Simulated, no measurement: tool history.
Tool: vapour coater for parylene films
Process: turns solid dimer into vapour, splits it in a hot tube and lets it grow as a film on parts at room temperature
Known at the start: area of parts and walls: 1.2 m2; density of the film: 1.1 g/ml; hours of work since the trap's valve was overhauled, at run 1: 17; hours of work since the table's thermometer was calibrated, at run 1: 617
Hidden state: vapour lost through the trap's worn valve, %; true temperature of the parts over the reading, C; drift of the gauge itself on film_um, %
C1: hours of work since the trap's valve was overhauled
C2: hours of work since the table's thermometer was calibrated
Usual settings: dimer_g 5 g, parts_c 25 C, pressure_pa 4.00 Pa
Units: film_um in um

Run 1, hour 0.0: usual settings; C1 17; C2 617. Result: film_um 2.99 um.
Run 2, hour 13.4: usual settings but pressure_pa 6.20 Pa; C1 26; C2 626. Result: film_um 2.88 um.
Run 3, hour 28.5: usual settings but pressure_pa 6.20 Pa; C1 36; C2 636. Result: film_um 2.85 um.
Run 4, hour 46.2: usual settings but pressure_pa 6.20 Pa; C1 48; C2 648. Result: film_um 2.84 um.
Run 5, hour 64.6: usual settings; C1 60; C2 660. Result: film_um 2.94 um.
Run 6, hour 94.3: usual settings but dimer_g 6 g; C1 80; C2 680. Result: film_um 3.50 um.
Run 7, hour 107.4: usual settings but dimer_g 6 g; C1 89; C2 689. Result: film_um 3.49 um.
Run 8, hour 129.4: usual settings but dimer_g 6 g; C1 103; C2 703. Result: film_um 3.46 um.
Run 9, hour 160.2: usual settings but dimer_g 8 g; C1 124; C2 724. Result: film_um 4.59 um.
Run 10, hour 176.2: usual settings but dimer_g 3 g; C1 135; C2 735. Result: film_um 1.69 um.
Run 11, hour 189.8: usual settings; C1 144; C2 744. Result: film_um 2.85 um.
Run 12, hour 208.8: usual settings; C1 156; C2 756. Result: film_um 2.91 um.
Run 13, hour 226.0: usual settings; C1 168; C2 768. Result: film_um 2.83 um.
Run 14, hour 251.5: usual settings; C1 185; C2 785. Result: film_um 2.85 um.
Run 15, hour 266.1: usual settings; C1 195; C2 795. Result: film_um 2.86 um.
Run 16, hour 290.9: usual settings but pressure_pa 9.88 Pa; C1 211; C2 811. Result: film_um 2.65 um.
Run 17, hour 320.5: usual settings but pressure_pa 9.88 Pa; C1 231; C2 831. Result: film_um 2.64 um.
Run 18, hour 337.8: usual settings but pressure_pa 9.88 Pa; C1 243; C2 843. Result: film_um 2.68 um.
Run 19, hour 356.8: usual settings but dimer_g 2 g, pressure_pa 9.88 Pa; C1 255; C2 855. Result: film_um 1.05 um.
Run 20, hour 385.5: usual settings but dimer_g 2 g, pressure_pa 9.88 Pa; C1 275; C2 874. Result: film_um 1.04 um.
At hour 392.5: trap's valve overhauled.
Run 21, hour 410.6: usual settings but dimer_g 3 g, pressure_pa 5.11 Pa; C1 12; C2 889. Result: film_um 1.61 um.
Run 22, hour 424.1: usual settings but dimer_g 4 g, parts_c 31 C, pressure_pa 5.11 Pa; C1 21; C2 898. Result: film_um 1.60 um.
Run 23, hour 444.2: usual settings but dimer_g 4 g, parts_c 31 C, pressure_pa 5.11 Pa; C1 35; C2 911. Result: film_um 1.61 um.
At hour 478.4: trap's valve overhauled, once more.
Run 24, hour 478.4: usual settings but dimer_g 4 g, parts_c 31 C, pressure_pa 5.11 Pa; C1 0; C2 931. Result: film_um 1.71 um.
Run 25, hour 503.2: usual settings but dimer_g 3 g, parts_c 23 C, pressure_pa 5.11 Pa; C1 17; C2 948. Result: film_um 1.91 um.
Run 26, hour 529.3: usual settings but dimer_g 3 g, parts_c 29 C, pressure_pa 3.28 Pa; C1 34; C2 965. Result: film_um 1.42 um.
Run 27, hour 544.9: usual settings but dimer_g 3 g, parts_c 29 C, pressure_pa 3.28 Pa; C1 44; C2 976. Result: film_um 1.46 um.
Run 28, hour 564.5: usual settings but dimer_g 6 g, pressure_pa 4.82 Pa; C1 58; C2 989. Result: film_um 3.41 um.
Run 29, hour 581.8: usual settings but dimer_g 7 g, pressure_pa 2.05 Pa; C1 69; C2 1000. Result: film_um 4.16 um.
Run 30, hour 602.4: usual settings but parts_c 19 C, pressure_pa 3.10 Pa; C1 83; C2 1014. Result: film_um 3.60 um.
Run 31, hour 620.0: usual settings but dimer_g 7 g, parts_c 19 C, pressure_pa 3.72 Pa; C1 95; C2 1026. Result: film_um 5.08 um.
Run 32, hour 643.7: usual settings but dimer_g 2 g, parts_c 18 C, pressure_pa 8.19 Pa; C1 110; C2 1042. Result: film_um 1.44 um.
Run 33, hour 665.6: usual settings but dimer_g 2 g, parts_c 18 C, pressure_pa 8.19 Pa; C1 125; C2 1056. Result: film_um 1.44 um.
Run 34, hour 695.6: usual settings but dimer_g 6 g, parts_c 27 C, pressure_pa 3.77 Pa; C1 145; C2 1076. Result: film_um 3.06 um.
Run 35, hour 711.3: usual settings but dimer_g 2 g, parts_c 28 C, pressure_pa 4.98 Pa; C1 156; C2 1087. Result: film_um 0.98 um.
Run 36, hour 728.5: usual settings but dimer_g 2 g, parts_c 28 C, pressure_pa 4.98 Pa; C1 167; C2 1098. Result: film_um 1.00 um.
Run 37, hour 760.5: usual settings but dimer_g 4 g, parts_c 28 C, pressure_pa 5.34 Pa; C1 189; C2 1120. Result: film_um 1.90 um.
Run 38, hour 783.7: usual settings but dimer_g 4 g, pressure_pa 3.40 Pa; C1 204; C2 1135. Result: film_um 2.28 um.

Hidden state or all else? Some run-to-run changes of film_um, split into what the settings, what came in and random variation would give without the hidden state, and what is left for the hidden state (with any gauge scatter that isn't in both results):
Run 9 -> 10: dimer_g 8 -> 3. film_um -2.90 um: hidden state +0.09, all else -2.99.
Run 18 -> 19: dimer_g 5 -> 2. film_um -1.63 um: hidden state +0.10, all else -1.73.
Run 23 -> 24: trap's valve overhauled, once more. film_um +0.10 um: hidden state +0.11, all else -0.01.
Run 31 -> 32: dimer_g 7 -> 2, parts_c 19 -> 18, pressure_pa 3.72 -> 8.19. film_um -3.64 um: hidden state +0.09, all else -3.73.
Run 33 -> 34: dimer_g 2 -> 6, parts_c 18 -> 27, pressure_pa 8.19 -> 3.77. film_um +1.62 um: hidden state -0.10, all else +1.72.
Run 34 -> 35: dimer_g 6 -> 2, parts_c 27 -> 28, pressure_pa 3.77 -> 4.98. film_um -2.08 um: hidden state +0.10, all else -2.18.
